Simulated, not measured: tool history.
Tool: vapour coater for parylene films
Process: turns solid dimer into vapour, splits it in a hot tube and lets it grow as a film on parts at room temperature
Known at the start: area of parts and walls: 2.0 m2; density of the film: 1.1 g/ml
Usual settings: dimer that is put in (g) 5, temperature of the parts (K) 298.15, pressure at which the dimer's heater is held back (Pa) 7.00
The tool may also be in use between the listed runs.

run     day  dimer that is put in (g)  temperature of the parts (K)  pressure at which the dimer's heater is held back (Pa)  thickness of the film (nm)
  1   0.000                         5                        298.15                                                    7.00                        1600
  2   0.583                         5                        291.15                                                    7.00                        1880
  3   1.233                         5                        291.15                                                    7.00                        1870
  4   2.229                         5                        297.15                                                    7.00                        1620
  5   2.758                         5                        297.15                                                    7.00                        1620
  6   3.708                         5                        297.15                                                    7.00                        1650
  7   4.521                         7                        298.15                                                    7.00                        2230
  8   5.012                         5                        298.15                                                    7.00                        1600
  9   5.475                         5                        298.15                                                    3.77                        1770
 10   6.117                         5                        298.15                                                    3.77                        1780
 11   7.075                         3                        298.15                                                    3.77                        1080
 12   8.104                         5                        298.15                                                    4.66                        1710
 13   8.904                         5                        298.15                                                    4.66                        1700
 14   9.821                         5                        298.15                                                    4.66                        1670
 15  10.712                         5                        295.15                                                    7.00                        1710
 16  11.396                         5                        298.15                                                    7.00                        1600
 17  12.196                         5                        298.15                                                    7.00                        1580
 18  13.017                         5                        298.15                                                    7.00                        1590
 19  13.950                         5                        298.15                                                    7.00                        1590
 20  14.542                         5                        298.15                                                    7.00                        1600
 21  15.592                         7                        296.15                                                    5.46                        2460
 22  16.379                         7                        300.15                                                    8.20                        2050
 23  17.362                         7                        300.15                                                    8.20                        2070
 24  18.021                         7                        295.15                                                    8.20                        2330
 25  18.725                         7                        295.15                                                    3.61                        2660
 26  19.429                         7                        295.15                                                    3.61                        2670
 27  20.017                         4                        300.15                                                    3.58                        1350
 28  20.633                         4                        291.15                                                    3.58                        1670
 29  21.079                         2                        299.15                                                   11.98                         560
 30  21.967                         7                        293.15                                                    4.72                        2690
 31  22.554                         4                        298.15                                                    2.72                        1500
 32  23.150                         9                        290.15                                                    7.14                        3450
 33  24.142                         5                        298.15                                                    9.28                        1530
 34  24.671                         5                        298.15                                                    9.28                        1530
 35  25.233                         5                        309.15                                                   11.41                        1090
 36  26.150                         7                        298.15                                                    4.36                        2410
 37  26.725                         7                        298.15                                                    4.36                        2420
 38  27.442                         4                        298.15                                                    2.05                        1570

Not shown: 3 entries that the log had between the listed runs. Between which runs, and how does the tool's hidden state differ before and after?
Between runs 13 and 14: trap's valve overhauled (day 9.612)
  vapour lost through the trap's worn valve, %: 0.3 -> 0
Between runs 23 and 24: table's thermometer calibrated (day 17.567)
  vapour lost through the trap's worn valve, %: 0.2 -> 0.3; true temperature of the parts over the reading, C: -0.03 -> 0
Between runs 29 and 30: trap's valve overhauled (day 21.546)
  vapour lost through the trap's worn valve, %: 0.3 -> 0
